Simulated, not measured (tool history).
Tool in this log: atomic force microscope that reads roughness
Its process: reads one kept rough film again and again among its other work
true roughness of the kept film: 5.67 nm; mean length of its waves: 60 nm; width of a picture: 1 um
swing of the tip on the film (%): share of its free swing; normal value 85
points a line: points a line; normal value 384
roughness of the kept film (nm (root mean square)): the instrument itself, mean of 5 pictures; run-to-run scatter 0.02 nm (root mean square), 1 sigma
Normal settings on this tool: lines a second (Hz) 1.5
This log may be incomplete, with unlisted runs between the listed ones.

run,hour,lines a second (Hz),swing of the tip on the film (%),points a line,roughness of the kept film (nm (root mean square))
1,0,1.5,85,384,4.79
2,17.6,0.52,85,384,5.107
3,35.8,1.5,85,384,4.727
# hour 40.7: new tip fitted
4,50.1,0.53,85,384,5.278
5,67.4,0.53,85,384,5.281
6,93.6,1.5,85,384,4.922
7,121.3,1.5,85,384,4.876
8,145.8,1.5,85,384,4.87
9,176.3,0.61,85,384,5.061
10,197.3,0.61,85,384,5.046
11,223.2,1.5,85,763,4.743
# hour 225.7: new tip fitted
12,247.5,1.5,85,384,4.928
13,269.1,1.5,85,384,4.949
14,288.4,2.07,85,384,4.704
15,318.6,1.5,85,384,4.846
16,335.1,1.5,85,384,4.814
17,357.2,1.04,79,384,5.043
18,380.9,1.26,82,384,4.89
19,395.8,1.26,82,384,4.871
20,409.1,0.59,79,455,5.049
# hour 412.4: new tip fitted
# hour 413.4: height scale calibrated on a step standard
21,430.1,0.59,79,455,5.288
22,447.7,0.59,79,455,5.279
23,476.8,3.92,57,455,5.063
24,492.7,3.92,57,455,5.067
25,509.1,1.84,74,527,4.966
26,524,1.84,74,527,4.932
27,539.6,1.08,82,370,4.978
28,558.7,2.14,72,370,4.891
# hour 567.6: height scale calibrated on a step standard, once more
29,587.1,3.25,73,332,4.698
# hour 600.6: new tip fitted
30,612.6,3.25,73,332,4.879
31,626,0.76,90,384,5.162
32,656.2,1.8,85,384,4.81

For some of the steps in roughness of the kept film (nm (root mean square)) from one run to the next: how much would appear even if the tool had no hidden state, given the settings, what came in and random variation, and how much remains for the hidden state plus any gauge scatter that the measured result and the result without hidden state don't share?
The hidden state here: radius of the tip, nm; height scale over the true one, %; drift of the gauge itself on roughness_nm, %.
Run 2 -> 3: lines a second (Hz) 0.52 -> 1.5. roughness of the kept film (nm (root mean square)) -0.38: hidden state -0.005, all else -0.375.
Run 3 -> 4: lines a second (Hz) 1.5 -> 0.53, new tip fitted. roughness of the kept film (nm (root mean square)) +0.551: hidden state +0.228, all else +0.323.
Run 5 -> 6: lines a second (Hz) 0.53 -> 1.5. roughness of the kept film (nm (root mean square)) -0.359: hidden state -0.031, all else -0.328.
Run 20 -> 21: new tip fitted, height scale calibrated on a step standard. roughness of the kept film (nm (root mean square)) +0.239: hidden state +0.228, all else +0.011.
Run 29 -> 30: new tip fitted. roughness of the kept film (nm (root mean square)) +0.181: hidden state +0.202, all else -0.021.
